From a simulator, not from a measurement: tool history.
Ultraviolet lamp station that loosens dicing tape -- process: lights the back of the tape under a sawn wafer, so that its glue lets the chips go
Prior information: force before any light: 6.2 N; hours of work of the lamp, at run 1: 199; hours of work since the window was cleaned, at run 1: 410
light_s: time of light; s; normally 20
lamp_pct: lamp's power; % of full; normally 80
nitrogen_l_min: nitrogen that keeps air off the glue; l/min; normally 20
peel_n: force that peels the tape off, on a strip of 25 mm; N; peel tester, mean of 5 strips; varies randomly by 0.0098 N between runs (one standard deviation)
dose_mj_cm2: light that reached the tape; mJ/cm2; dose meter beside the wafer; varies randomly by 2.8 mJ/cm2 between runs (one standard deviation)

run,day,light_s,lamp_pct,nitrogen_l_min,hours of work of the lamp,hours of work since the window was cleaned,peel_n,dose_mj_cm2
1,0.000,20,80,20,199,410,0.563,342
2,0.346,27,80,20,203,414,0.328,459
3,0.912,27,80,8,209,420,0.613,460
4,1.342,11,80,8,214,425,2.197,183
5,1.708,20,80,20,218,429,0.568,341
6,2.225,17,80,20,224,435,0.754,287
7,2.729,17,80,20,230,441,0.772,281
8,3.317,20,80,20,236,447,0.545,333
9,3.662,20,96,20,240,451,0.417,394
10,4.150,20,96,8,245,456,0.810,399
11,4.704,20,96,8,252,463,0.784,394
12,5.212,15,80,20,257,468,0.983,247
13,5.512,15,80,20,261,472,0.979,247
14,6.029,15,80,20,266,477,0.989,243
15,6.533,15,80,20,272,483,0.999,244
16,6.954,15,80,20,277,488,0.937,247
17,7.521,13,80,20,283,494,1.221,208
18,8.042,13,80,20,289,500,1.248,213
19,8.588,20,80,20,295,506,0.606,323
20,9.192,20,80,20,301,512,0.581,324
21,9.612,20,80,20,306,517,0.608,323
# day 9.925: window cleaned of glue's vapour
22,10.100,30,80,20,311,2,0.257,558
23,10.700,20,69,20,318,9,0.614,321
24,11.288,18,92,16,325,15,0.505,385
25,11.754,18,92,16,330,20,0.510,385
26,12.304,18,92,16,336,26,0.560,385
27,12.712,16,68,13,340,31,1.249,251
28,13.162,16,68,13,345,36,1.228,252
29,13.479,13,73,13,349,40,1.515,219
30,14.117,13,73,13,356,47,1.538,221
31,14.429,16,89,8,359,50,1.104,329
32,15.008,26,60,11,366,56,0.765,353
33,15.300,17,89,20,369,60,0.537,344
34,15.658,17,89,20,373,64,0.540,345
35,16.008,21,93,20,377,68,0.347,442
36,16.271,21,93,20,380,71,0.356,443
37,16.908,21,93,20,387,78,0.354,441
38,17.300,21,93,20,391,82,0.348,439
39,17.762,14,93,28,396,87,0.591,293
40,18.362,20,74,25,403,94,0.511,333
41,18.804,16,69,8,408,99,1.633,245
42,19.250,16,69,8,413,104,1.595,249
43,19.633,16,69,8,417,108,1.564,245

How the hidden state differs across the entries between the runs, from the last listed run before each to the first after it:
From run 21 to run 22: window cleaned of glue's vapour (day 9.925)
  lamp's light, % of a new lamp's: 94.6 -> 94.5; light that the window lets through, % of a clean one's: 86.5 -> 99.7
  measured less the result without the state, peel_n: +0.185 -> +0.014 N; dose_mj_cm2: -72 -> -34 mJ/cm2
